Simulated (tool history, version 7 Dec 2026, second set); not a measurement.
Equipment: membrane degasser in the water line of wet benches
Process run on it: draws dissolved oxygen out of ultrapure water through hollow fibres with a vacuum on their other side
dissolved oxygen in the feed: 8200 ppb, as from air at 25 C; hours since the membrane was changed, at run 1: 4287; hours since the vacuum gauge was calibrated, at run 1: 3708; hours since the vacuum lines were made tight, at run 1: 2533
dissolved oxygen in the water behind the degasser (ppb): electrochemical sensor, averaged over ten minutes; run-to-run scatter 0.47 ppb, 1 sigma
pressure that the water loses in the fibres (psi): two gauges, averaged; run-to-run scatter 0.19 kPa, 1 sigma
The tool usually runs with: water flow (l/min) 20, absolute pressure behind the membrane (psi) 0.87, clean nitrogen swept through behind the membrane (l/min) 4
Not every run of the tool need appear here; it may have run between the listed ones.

| run | hour | water flow (l/min) | absolute pressure behind the membrane (psi) | clean nitrogen swept through behind the membrane (l/min) | hours since the membrane was changed | hours since the vacuum gauge was calibrated | hours since the vacuum lines were made tight | dissolved oxygen in the water behind the degasser (ppb) | pressure that the water loses in the fibres (psi) |
|---|---|---|---|---|---|---|---|---|---|
| 1 | 0 | 20 | 0.87 | 4 | 4287 | 3708 | 2533 | 42.1 | 6.074 |
| 2 | 60.1 | 20 | 0.87 | 4 | 4348 | 3768 | 2593 | 40.6 | 6.08 |
| 3 | 146.1 | 20 | 0.951 | 4 | 4434 | 3854 | 2679 | 49.4 | 6.061 |
| 4 | 244.5 | 20 | 0.951 | 4 | 4532 | 3953 | 2777 | 48.7 | 6.032 |
| 5 | 313.1 | 20 | 1.079 | 4 | 4601 | 4021 | 2846 | 59.8 | 6.089 |
| 6 | 429.2 | 20 | 0.595 | 4 | 4717 | 4137 | 2962 | 18.6 | 6.102 |
| 7 | 552.8 | 20 | 0.595 | 4 | 4840 | 4261 | 3085 | 18.5 | 6.109 |
| 8 | 626.6 | 20 | 0.595 | 4 | 4914 | 4335 | 3159 | 19.2 | 6.108 |
| 9 | 719.3 | 20 | 0.595 | 4 | 5007 | 4427 | 3252 | 19.5 | 6.145 |
| 10 | 810.1 | 20 | 1.205 | 4 | 5098 | 4518 | 3343 | 71 | 6.065 |
| 11 | 915 | 20 | 0.709 | 2.74 | 5202 | 4623 | 3448 | 41.3 | 6.057 |
| 12 | 1036.2 | 20 | 0.709 | 2.74 | 5324 | 4744 | 3569 | 40.2 | 6.122 |
| 13 | 1165.3 | 20 | 0.709 | 2.74 | 5453 | 4873 | 3698 | 41.2 | 6.112 |
| 14 | 1248.4 | 20 | 0.963 | 2.74 | 5536 | 4957 | 3781 | 70.6 | 6.137 |
| 15 | 1376.1 | 13 | 0.87 | 2.63 | 5664 | 5084 | 3909 | 39.7 | 4.026 |
| 16 | 1443.8 | 13 | 0.87 | 2.63 | 5731 | 5152 | 3977 | 40.8 | 3.989 |
| 17 | 1507.1 | 13 | 0.621 | 5.66 | 5795 | 5215 | 4040 | 8.6 | 3.989 |
| 18 | 1571 | 13 | 0.621 | 5.66 | 5859 | 5279 | 4104 | 9.3 | 4 |
| 19 | 1694.3 | 16 | 0.87 | 4 | 5982 | 5402 | 4227 | 35 | 4.943 |

Forecast each of these 4 alternatives for the next run:
| A | 1790.3 | 21 | 0.58 | 7.76 | 6078 | 5498 | 4323 | ? | ? |
| B | 1790.3 | 13 | 0.87 | 11.49 | 6078 | 5498 | 4323 | ? | ? |
| C | 1790.3 | 18 | 0.87 | 4 | 6078 | 5498 | 4323 | ? | ? |
| D | 1790.3 | 20 | 0.561 | 2.12 | 6078 | 5498 | 4323 | ? | ? |

| run | dissolved oxygen in the water behind the degasser (ppb) | pressure that the water loses in the fibres (psi) |
|---|---|---|
| A | 14.8 | 6.473 |
| B | 10.2 | 4.036 |
| C | 38.3 | 5.545 |
| D | 29.3 | 6.177 |
With no hidden state in the tool, these same runs would have given:
| run | dissolved oxygen in the water behind the degasser (ppb) | pressure that the water loses in the fibres (psi) |
|---|---|---|
| A | 9.7 | 6.099 |
| B | 8.4 | 3.804 |
| C | 31.7 | 5.224 |
| D | 17.9 | 5.819 |
